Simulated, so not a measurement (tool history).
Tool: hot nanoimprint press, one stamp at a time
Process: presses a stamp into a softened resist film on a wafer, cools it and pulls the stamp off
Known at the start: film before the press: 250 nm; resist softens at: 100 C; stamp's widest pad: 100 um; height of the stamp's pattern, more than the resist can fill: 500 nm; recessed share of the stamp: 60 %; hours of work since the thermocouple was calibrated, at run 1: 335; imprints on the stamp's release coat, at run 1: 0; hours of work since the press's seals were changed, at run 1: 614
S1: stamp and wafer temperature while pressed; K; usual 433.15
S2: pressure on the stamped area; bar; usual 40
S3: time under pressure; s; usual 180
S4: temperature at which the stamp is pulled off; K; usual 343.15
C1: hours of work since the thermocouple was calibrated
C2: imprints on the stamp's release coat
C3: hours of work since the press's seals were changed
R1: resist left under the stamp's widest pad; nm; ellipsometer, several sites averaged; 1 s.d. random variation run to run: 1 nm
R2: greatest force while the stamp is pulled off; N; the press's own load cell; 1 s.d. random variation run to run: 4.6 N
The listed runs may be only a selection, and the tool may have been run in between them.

| run | hour | S1 | S2 | S3 | S4 | C1 | C2 | C3 | R1 | R2 |
|---|---|---|---|---|---|---|---|---|---|---|
| 1 | 0 | 433.15 | 40 | 180 | 343.15 | 335 | 0 | 614 | 153.8 | 219 |
| 2 | 63.5 | 433.15 | 40 | 180 | 343.15 | 378 | 237 | 657 | 155.7 | 241 |
| 3 | 105.3 | 433.15 | 40 | 180 | 343.15 | 406 | 393 | 685 | 155.7 | 256 |
| 4 | 179.6 | 433.15 | 40 | 180 | 348.15 | 456 | 670 | 735 | 159.6 | 271 |
| 5 | 245.6 | 433.15 | 40 | 180 | 348.15 | 501 | 917 | 780 | 160.7 | 290 |
|  | 258.7 | plate thermocouple calibrated |
| 6 | 293.5 | 433.15 | 40 | 180 | 348.15 | 24 | 1084 | 810 | 165.4 | 304 |
| 7 | 373.4 | 433.15 | 40 | 180 | 345.15 | 78 | 1382 | 864 | 166.5 | 335 |
| 8 | 415.3 | 433.15 | 40 | 180 | 345.15 | 106 | 1539 | 893 | 167.8 | 353 |
|  | 450.3 | stamp cleaned and given a new release coat |
| 9 | 502.5 | 433.15 | 40 | 180 | 343.15 | 161 | 195 | 948 | 171.6 | 244 |
| 10 | 557.2 | 433.15 | 40 | 180 | 343.15 | 198 | 399 | 985 | 170.8 | 263 |
| 11 | 618.3 | 433.15 | 40 | 180 | 343.15 | 239 | 627 | 1026 | 173.8 | 284 |
| 12 | 680.8 | 433.15 | 40 | 180 | 343.15 | 282 | 861 | 1068 | 174.3 | 307 |
|  | 745.7 | plate thermocouple calibrated, once more |
| 13 | 765.1 | 433.15 | 26 | 132 | 343.15 | 13 | 1164 | 1123 | 182.1 | 315 |
| 14 | 845.4 | 427.15 | 63.4 | 180 | 340.15 | 67 | 1464 | 1178 | 171.9 | 344 |
|  | 900.2 | stamp cleaned and given a new release coat |
| 15 | 920.7 | 433.15 | 57 | 264 | 343.15 | 114 | 77 | 1224 | 115.6 | 235 |
|  | 1001.6 | press's hydraulic seals changed and the load cell set to zero |
| 16 | 1006.5 | 433.15 | 40 | 248 | 351.15 | 167 | 367 | 3 | 135.1 | 244 |
| 17 | 1091.1 | 433.15 | 40 | 248 | 351.15 | 224 | 683 | 61 | 134.9 | 277 |
| 18 | 1170.9 | 443.15 | 58.4 | 144 | 328.15 | 278 | 981 | 115 | 81.6 | 329 |
| 19 | 1239.2 | 433.15 | 26.9 | 180 | 334.15 | 324 | 1236 | 161 | 176.1 | 357 |
| 20 | 1276.6 | 433.15 | 26.9 | 158 | 334.15 | 350 | 1375 | 186 | 178.9 | 361 |
|  | 1357.4 | stamp cleaned and given a new release coat |
| 21 | 1357.4 | 433.15 | 26.9 | 158 | 334.15 | 400 | 0 | 237 | 183 | 246 |
| 22 | 1414.1 | 433.15 | 26.9 | 158 | 334.15 | 439 | 212 | 275 | 185.7 | 247 |
| 23 | 1487.7 | 422.15 | 35.2 | 243 | 337.15 | 488 | 487 | 325 | 223.2 | 276 |
|  | 1522 | plate thermocouple calibrated |
| 24 | 1536.3 | 433.15 | 40 | 180 | 343.15 | 10 | 657 | 356 | 144.1 | 280 |

5 options for the next run, each taken on its own from the tool as it stands now. Forecast them:
| A | 1612.9 | 433.15 | 25.4 | 180 | 335.15 | 61 | 943 | 407 | ? | ? |
| B | 1612.9 | 433.15 | 28.6 | 192 | 329.15 | 61 | 943 | 407 | ? | ? |
| C | 1612.9 | 428.15 | 26.1 | 180 | 343.15 | 61 | 943 | 407 | ? | ? |
| D | 1612.9 | 433.15 | 30.2 | 180 | 346.15 | 61 | 943 | 407 | ? | ? |
| E | 1612.9 | 441.15 | 40 | 328 | 342.15 | 61 | 943 | 407 | ? | ? |

| run | R1 | R2 |
|---|---|---|
| A | 170.1 | 322 |
| B | 159.4 | 331 |
| C | 202.9 | 292 |
| D | 160.1 | 303 |
| E | 73.1 | 297 |
What these runs would have given with no unlogged condition in the tool:
| run | R1 | R2 |
|---|---|---|
| A | 167.9 | 243 |
| B | 157.1 | 249 |
| C | 201 | 220 |
| D | 157.7 | 228 |
| E | 71.6 | 223 |
